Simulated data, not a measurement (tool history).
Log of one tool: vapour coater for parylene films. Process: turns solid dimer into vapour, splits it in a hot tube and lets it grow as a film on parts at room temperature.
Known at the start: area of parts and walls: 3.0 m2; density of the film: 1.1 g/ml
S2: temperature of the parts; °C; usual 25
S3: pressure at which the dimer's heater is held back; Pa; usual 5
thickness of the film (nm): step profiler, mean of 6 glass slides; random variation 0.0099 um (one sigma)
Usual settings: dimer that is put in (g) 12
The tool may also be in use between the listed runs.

run 1 hour=0 | dimer_that_is_put_in_(g)=12 S2=25 S3=5 | thickness_of_the_film_(nm)=2446
run 2 hour=24.7 | dimer_that_is_put_in_(g)=12 S2=25 S3=5 | thickness_of_the_film_(nm)=2438
run 3 hour=48.2 | dimer_that_is_put_in_(g)=12 S2=25 S3=5 | thickness_of_the_film_(nm)=2422
run 4 hour=62.8 | dimer_that_is_put_in_(g)=12 S2=25 S3=5 | thickness_of_the_film_(nm)=2424
run 5 hour=88.7 | dimer_that_is_put_in_(g)=12 S2=25 S3=5 | thickness_of_the_film_(nm)=2405
run 6 hour=106.9 | dimer_that_is_put_in_(g)=12 S2=25 S3=5 | thickness_of_the_film_(nm)=2430
run 7 hour=131.4 | dimer_that_is_put_in_(g)=12 S2=25 S3=5 | thickness_of_the_film_(nm)=2401
run 8 hour=159.8 | dimer_that_is_put_in_(g)=12 S2=25 S3=5 | thickness_of_the_film_(nm)=2401
run 9 hour=181.5 | dimer_that_is_put_in_(g)=17 S2=25 S3=5 | thickness_of_the_film_(nm)=3393
run 10 hour=194.8 | dimer_that_is_put_in_(g)=17 S2=25 S3=5 | thickness_of_the_film_(nm)=3396
run 11 hour=227.3 | dimer_that_is_put_in_(g)=12 S2=25 S3=5 | thickness_of_the_film_(nm)=2389
run 12 hour=254.9 | dimer_that_is_put_in_(g)=12 S2=25 S3=5 | thickness_of_the_film_(nm)=2372
run 13 hour=273.9 | dimer_that_is_put_in_(g)=12 S2=25 S3=5 | thickness_of_the_film_(nm)=2394
run 14 hour=305.9 | dimer_that_is_put_in_(g)=12 S2=25 S3=5 | thickness_of_the_film_(nm)=2383
run 15 hour=320.8 | dimer_that_is_put_in_(g)=12 S2=25 S3=5 | thickness_of_the_film_(nm)=2359
run 16 hour=335.5 | dimer_that_is_put_in_(g)=13 S2=28 S3=8.46 | thickness_of_the_film_(nm)=2111
run 17 hour=354.8 | dimer_that_is_put_in_(g)=13 S2=28 S3=8.46 | thickness_of_the_film_(nm)=2084
run 18 hour=378.8 | dimer_that_is_put_in_(g)=7 S2=34 S3=5.34 | thickness_of_the_film_(nm)=997
run 19 hour=411.5 | dimer_that_is_put_in_(g)=11 S2=35 S3=5 | thickness_of_the_film_(nm)=1490
run 20 hour=430.4 | dimer_that_is_put_in_(g)=6 S2=26 S3=11.5 | thickness_of_the_film_(nm)=1047
run 21 hour=462.3 | dimer_that_is_put_in_(g)=8 S2=27 S3=2.82 | thickness_of_the_film_(nm)=1618
run 22 hour=479.3 | dimer_that_is_put_in_(g)=10 S2=20 S3=9.56 | thickness_of_the_film_(nm)=2258
run 23 hour=496.8 | dimer_that_is_put_in_(g)=19 S2=25 S3=11.5 | thickness_of_the_film_(nm)=3524
run 24 hour=526.5 | dimer_that_is_put_in_(g)=12 S2=33 S3=5 | thickness_of_the_film_(nm)=1808
run 25 hour=540.3 | dimer_that_is_put_in_(g)=6 S2=30 S3=2.59 | thickness_of_the_film_(nm)=1121
run 26 hour=571.8 | dimer_that_is_put_in_(g)=7 S2=19 S3=6.24 | thickness_of_the_film_(nm)=1778
run 27 hour=603.4 | dimer_that_is_put_in_(g)=7 S2=23 S3=9.67 | thickness_of_the_film_(nm)=1422

Taken out of this log: 3 entries between the listed runs. Where each belongs, and how the hidden state differs across it:
Between runs 14 and 15: table's thermometer calibrated (hour 309.9)
  vapour lost through the trap's worn valve, %: 4 -> 4.1; true temperature of the parts over the reading, C: 0.38 -> 0.51
  measured less the result without the state, thickness of the film (nm): -135 -> -151
Between runs 17 and 18: trap's valve overhauled (hour 366.2)
  vapour lost through the trap's worn valve, %: 4.3 -> 0.2; true temperature of the parts over the reading, C: 0.53 -> 0.54
  measured less the result without the state, thickness of the film (nm): -141 -> -23
Between runs 22 and 23: table's thermometer calibrated, once more (hour 496.8)
  vapour lost through the trap's worn valve, %: 0.8 -> 0.9; true temperature of the parts over the reading, C: 0.58 -> -0.09
  measured less the result without the state, thickness of the film (nm): -73 -> -21
